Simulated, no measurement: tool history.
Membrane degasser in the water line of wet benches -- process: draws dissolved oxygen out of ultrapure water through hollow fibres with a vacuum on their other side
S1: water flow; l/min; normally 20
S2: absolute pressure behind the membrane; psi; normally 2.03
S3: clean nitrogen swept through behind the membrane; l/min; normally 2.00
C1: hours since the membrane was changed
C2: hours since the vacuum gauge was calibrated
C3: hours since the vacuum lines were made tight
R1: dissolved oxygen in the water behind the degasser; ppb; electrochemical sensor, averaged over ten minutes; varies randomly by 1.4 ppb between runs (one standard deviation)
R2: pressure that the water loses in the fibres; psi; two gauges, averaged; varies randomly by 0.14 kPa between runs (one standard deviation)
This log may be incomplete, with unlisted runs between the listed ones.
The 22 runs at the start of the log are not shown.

{"hour": 824.1, "done": "vacuum gauge calibrated, once more"}
{"run": 23, "hour": 835.8, "S1": 20, "S2": 2.31, "S3": 1.83, "C1": 1402, "C2": 12, "C3": 7631, "R1": 324.8, "R2": 4.152}
{"run": 24, "hour": 883.8, "S1": 20, "S2": 2.31, "S3": 1.83, "C1": 1450, "C2": 60, "C3": 7679, "R1": 324.4, "R2": 4.139}
{"run": 25, "hour": 910.7, "S1": 14, "S2": 4.57, "S3": 5.13, "C1": 1477, "C2": 87, "C3": 7706, "R1": 195.3, "R2": 2.889}
{"run": 26, "hour": 960.1, "S1": 25, "S2": 4.57, "S3": 5.13, "C1": 1527, "C2": 136, "C3": 7756, "R1": 344.3, "R2": 5.191}
{"run": 27, "hour": 981.9, "S1": 25, "S2": 3.47, "S3": 2.97, "C1": 1548, "C2": 158, "C3": 7777, "R1": 416.1, "R2": 5.185}
{"run": 28, "hour": 1014.1, "S1": 19, "S2": 1.65, "S3": 2.97, "C1": 1581, "C2": 190, "C3": 7810, "R1": 130.4, "R2": 3.919}
{"run": 29, "hour": 1043.9, "S1": 19, "S2": 1.65, "S3": 2.97, "C1": 1610, "C2": 220, "C3": 7839, "R1": 132.6, "R2": 3.938}
{"run": 30, "hour": 1070.3, "S1": 28, "S2": 1.65, "S3": 2.0, "C1": 1637, "C2": 246, "C3": 7866, "R1": 280.7, "R2": 5.79}
{"run": 31, "hour": 1092.6, "S1": 18, "S2": 1.32, "S3": 2.99, "C1": 1659, "C2": 268, "C3": 7888, "R1": 91.1, "R2": 3.707}
{"run": 32, "hour": 1124.1, "S1": 20, "S2": 2.29, "S3": 2.0, "C1": 1691, "C2": 300, "C3": 7920, "R1": 299.3, "R2": 4.189}
{"run": 33, "hour": 1163.2, "S1": 20, "S2": 2.29, "S3": 2.0, "C1": 1730, "C2": 339, "C3": 7959, "R1": 300.5, "R2": 4.107}

3 ways to go on from here, each from the tool as it stands after run 33. What would each give?
{"run": "A", "hour": 1187.4, "S1": 16, "S2": 3.6, "S3": 4.51, "C1": 1754, "C2": 363, "C3": 7983, "R1": "?", "R2": "?"}
{"run": "B", "hour": 1187.4, "S1": 13, "S2": 2.29, "S3": 2.04, "C1": 1754, "C2": 363, "C3": 7983, "R1": "?", "R2": "?"}
{"run": "C", "hour": 1187.4, "S1": 13, "S2": 3.19, "S3": 2.0, "C1": 1754, "C2": 363, "C3": 7983, "R1": "?", "R2": "?"}

run=A R1=193.5 R2=3.320
run=B R1=200.7 R2=2.702
run=C R1=300.8 R2=2.698
The same runs, with their run-to-run variation unchanged, on a tool lacking any hidden condition would have given:
run=A R1=185.7 R2=3.305
run=B R1=191.3 R2=2.690
run=C R1=287.3 R2=2.686
